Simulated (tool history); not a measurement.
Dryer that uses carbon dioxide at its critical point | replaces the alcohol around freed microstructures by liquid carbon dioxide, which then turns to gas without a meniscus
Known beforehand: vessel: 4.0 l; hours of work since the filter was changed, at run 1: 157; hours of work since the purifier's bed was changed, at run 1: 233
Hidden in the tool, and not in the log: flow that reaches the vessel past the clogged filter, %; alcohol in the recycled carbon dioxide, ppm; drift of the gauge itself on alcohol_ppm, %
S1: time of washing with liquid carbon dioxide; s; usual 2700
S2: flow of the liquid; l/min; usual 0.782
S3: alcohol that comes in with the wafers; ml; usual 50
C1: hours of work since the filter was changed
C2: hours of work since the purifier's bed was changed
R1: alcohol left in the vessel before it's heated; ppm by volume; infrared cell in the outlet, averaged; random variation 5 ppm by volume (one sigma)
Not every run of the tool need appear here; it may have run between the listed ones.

run 1 hour=0.0 | S1=2700 S2=0.782 S3=50 | C1=157 C2=233 | R1=112
run 2 hour=24.0 | S1=2700 S2=0.639 S3=50 | C1=167 C2=243 | R1=170
run 3 hour=67.7 | S1=2700 S2=0.782 S3=50 | C1=186 C2=262 | R1=116
run 4 hour=90.6 | S1=2700 S2=0.792 S3=50 | C1=196 C2=272 | R1=126
run 5 hour=114.7 | S1=2700 S2=0.792 S3=50 | C1=206 C2=282 | R1=130
run 6 hour=155.1 | S1=2700 S2=0.792 S3=50 | C1=223 C2=299 | R1=142
run 7 hour=175.8 | S1=2700 S2=0.792 S3=50 | C1=232 C2=308 | R1=136
run 8 hour=218.0 | S1=2700 S2=0.792 S3=50 | C1=250 C2=326 | R1=149
run 9 hour=249.7 | S1=2700 S2=0.782 S3=55 | C1=264 C2=340 | R1=161
run 10 hour=272.5 | S1=2700 S2=0.782 S3=55 | C1=273 C2=349 | R1=163
run 11 hour=300.2 | S1=4080 S2=1.262 S3=50 | C1=285 C2=361 | R1=136
run 12 hour=323.6 | S1=4080 S2=1.262 S3=50 | C1=295 C2=371 | R1=138

What if the next run were any one of these 3? Each begins from the tool's condition after run 12:
run A hour=348.3 | S1=2700 S2=0.782 S3=67 | C1=306 C2=382 | R1=?
run B hour=348.3 | S1=2460 S2=0.704 S3=23 | C1=306 C2=382 | R1=?
run C hour=348.3 | S1=2640 S2=0.714 S3=41 | C1=306 C2=382 | R1=?

run=A R1=173
run=B R1=189
run=C R1=182
Take away the tool's hidden state, keep each run's random variation, and the runs would have read:
run=A R1=27
run=B R1=39
run=C R1=33
